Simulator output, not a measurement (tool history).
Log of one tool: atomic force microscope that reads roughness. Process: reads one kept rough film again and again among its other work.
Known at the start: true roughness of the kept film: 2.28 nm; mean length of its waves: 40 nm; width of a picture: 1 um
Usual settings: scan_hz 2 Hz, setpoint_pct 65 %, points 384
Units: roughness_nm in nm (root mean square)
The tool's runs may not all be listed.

Run 1, hour 0: usual settings. Result: roughness_nm 1.934 nm (root mean square).
Run 2, hour 24.2: usual settings but points 263. Result: roughness_nm 1.914 nm (root mean square).
Run 3, hour 35.7: usual settings but points 263. Result: roughness_nm 1.934 nm (root mean square).
At hour 42.3: new tip fitted.
Run 4, hour 48: usual settings but points 263. Result: roughness_nm 2.04 nm (root mean square).
Run 5, hour 60.1: usual settings but points 902. Result: roughness_nm 2.047 nm (root mean square).
Run 6, hour 84.5: usual settings. Result: roughness_nm 2.034 nm (root mean square).
Run 7, hour 108.8: usual settings. Result: roughness_nm 2.039 nm (root mean square).
Run 8, hour 131.8: usual settings. Result: roughness_nm 2.005 nm (root mean square).
Run 9, hour 153.3: usual settings. Result: roughness_nm 1.991 nm (root mean square).
Run 10, hour 164.8: usual settings but setpoint_pct 74 %. Result: roughness_nm 1.963 nm (root mean square).
Run 11, hour 184.4: usual settings but setpoint_pct 74 %. Result: roughness_nm 1.93 nm (root mean square).
Run 12, hour 204.3: usual settings. Result: roughness_nm 1.996 nm (root mean square).
Run 13, hour 225.2: usual settings. Result: roughness_nm 1.987 nm (root mean square).
Run 14, hour 244.2: usual settings. Result: roughness_nm 1.984 nm (root mean square).
Run 15, hour 256.8: usual settings but scan_hz 1.32 Hz. Result: roughness_nm 2.021 nm (root mean square).
Run 16, hour 272.2: usual settings but scan_hz 1.32 Hz. Result: roughness_nm 2.008 nm (root mean square).
Run 17, hour 296.7: usual settings. Result: roughness_nm 1.956 nm (root mean square).
Run 18, hour 317.4: usual settings. Result: roughness_nm 1.962 nm (root mean square).
Run 19, hour 339.1: usual settings. Result: roughness_nm 1.937 nm (root mean square).
Run 20, hour 351.5: usual settings. Result: roughness_nm 1.96 nm (root mean square).
Run 21, hour 369.8: usual settings but scan_hz 3.3 Hz. Result: roughness_nm 1.88 nm (root mean square).
Run 22, hour 395.3: usual settings but scan_hz 3.3 Hz. Result: roughness_nm 1.89 nm (root mean square).
Run 23, hour 415.4: usual settings. Result: roughness_nm 1.943 nm (root mean square).
At hour 418.5: height scale calibrated on a step standard.
At hour 430.4: new tip fitted.
Run 24, hour 436.5: usual settings but points 704. Result: roughness_nm 2.048 nm (root mean square).
Run 25, hour 457.2: usual settings but setpoint_pct 89 %, points 704. Result: roughness_nm 1.845 nm (root mean square).
Run 26, hour 479.8: usual settings but setpoint_pct 89 %, points 704. Result: roughness_nm 1.836 nm (root mean square).
Run 27, hour 492.7: usual settings but setpoint_pct 89 %, points 704. Result: roughness_nm 1.831 nm (root mean square).
Run 28, hour 517.3: usual settings but scan_hz 0.68 Hz, setpoint_pct 70 %. Result: roughness_nm 2.069 nm (root mean square).
Run 29, hour 538.7: usual settings but scan_hz 0.93 Hz, setpoint_pct 58 %, points 316. Result: roughness_nm 2.081 nm (root mean square).
Run 30, hour 564.1: usual settings but scan_hz 1 Hz, setpoint_pct 82 %, points 290. Result: roughness_nm 1.981 nm (root mean square).
At hour 574.3: height scale calibrated on a step standard, once more.
Run 31, hour 580: usual settings but scan_hz 0.73 Hz, setpoint_pct 64 %, points 332. Result: roughness_nm 2.064 nm (root mean square).
Run 32, hour 605.6: usual settings but scan_hz 0.73 Hz, setpoint_pct 66 %, points 332. Result: roughness_nm 2.044 nm (root mean square).
Run 33, hour 625: usual settings but setpoint_pct 75 %. Result: roughness_nm 1.922 nm (root mean square).
Run 34, hour 640.3: usual settings but scan_hz 3.25 Hz, setpoint_pct 72 %. Result: roughness_nm 1.847 nm (root mean square).
Run 35, hour 656.8: usual settings but scan_hz 2.45 Hz, setpoint_pct 66 %, points 472. Result: roughness_nm 1.948 nm (root mean square).
Run 36, hour 670.8: usual settings but points 527. Result: roughness_nm 1.962 nm (root mean square).
Run 37, hour 695.8: usual settings but scan_hz 1.67 Hz, setpoint_pct 56 %, points 445. Result: roughness_nm 2.005 nm (root mean square).
Run 38, hour 712.7: usual settings but scan_hz 0.59 Hz, points 656. Result: roughness_nm 2.028 nm (root mean square).
Run 39, hour 736.5: usual settings but scan_hz 0.59 Hz, points 656. Result: roughness_nm 2.004 nm (root mean square).
Run 40, hour 754.6: usual settings but scan_hz 1.34 Hz, setpoint_pct 71 %, points 578. Result: roughness_nm 1.954 nm (root mean square).
Run 41, hour 775.7: usual settings but scan_hz 1.04 Hz, setpoint_pct 88 %, points 756. Result: roughness_nm 1.866 nm (root mean square).
Run 42, hour 788.6: usual settings but scan_hz 1.04 Hz, setpoint_pct 88 %, points 756. Result: roughness_nm 1.867 nm (root mean square).
Run 43, hour 802.4: usual settings but setpoint_pct 56 %. Result: roughness_nm 1.974 nm (root mean square).
At hour 816.3: new tip fitted.
Run 44, hour 824.2: usual settings but setpoint_pct 63 %. Result: roughness_nm 2.06 nm (root mean square).
Run 45, hour 835.4: usual settings but setpoint_pct 63 %. Result: roughness_nm 2.062 nm (root mean square).
Run 46, hour 859.9: usual settings but setpoint_pct 63 %. Result: roughness_nm 2.05 nm (root mean square).
Run 47, hour 879.5: usual settings but scan_hz 1.31 Hz, setpoint_pct 81 %, points 593. Result: roughness_nm 1.983 nm (root mean square).
Run 48, hour 900: usual settings but scan_hz 2.69 Hz, points 447. Result: roughness_nm 2.007 nm (root mean square).
Run 49, hour 924.6: usual settings but scan_hz 1.54 Hz, setpoint_pct 68 %, points 285. Result: roughness_nm 2.023 nm (root mean square).
Run 50, hour 935.4: usual settings but scan_hz 1.54 Hz, setpoint_pct 68 %, points 285. Result: roughness_nm 2.005 nm (root mean square).
Run 51, hour 958.9: usual settings but scan_hz 1.54 Hz, setpoint_pct 68 %, points 285. Result: roughness_nm 2.016 nm (root mean square).
Run 52, hour 972.4: usual settings but scan_hz 1.54 Hz, setpoint_pct 68 %, points 285. Result: roughness_nm 1.988 nm (root mean square).
Run 53, hour 993.5: usual settings but scan_hz 3.86 Hz, setpoint_pct 86 %, points 370. Result: roughness_nm 1.639 nm (root mean square).

Forecast each of these 4 alternatives for the next run:
Run A, hour 1017.4: usual settings but scan_hz 1.36 Hz, setpoint_pct 76 %, points 479. Result: roughness_nm ?.
Run B, hour 1017.4: usual settings but scan_hz 0.65 Hz, setpoint_pct 68 %, points 370. Result: roughness_nm ?.
Run C, hour 1017.4: usual settings but scan_hz 3.86 Hz, setpoint_pct 74 %, points 685. Result: roughness_nm ?.
Run D, hour 1017.4: usual settings but scan_hz 0.73 Hz, setpoint_pct 71 %, points 493. Result: roughness_nm ?.

run  roughness_nm
  A          1.97
  B         2.052
  C         1.811
  D         2.042
Without the tool's hidden state the same runs would have given:
run  roughness_nm
  A         2.038
  B         2.123
  C         1.873
  D         2.112
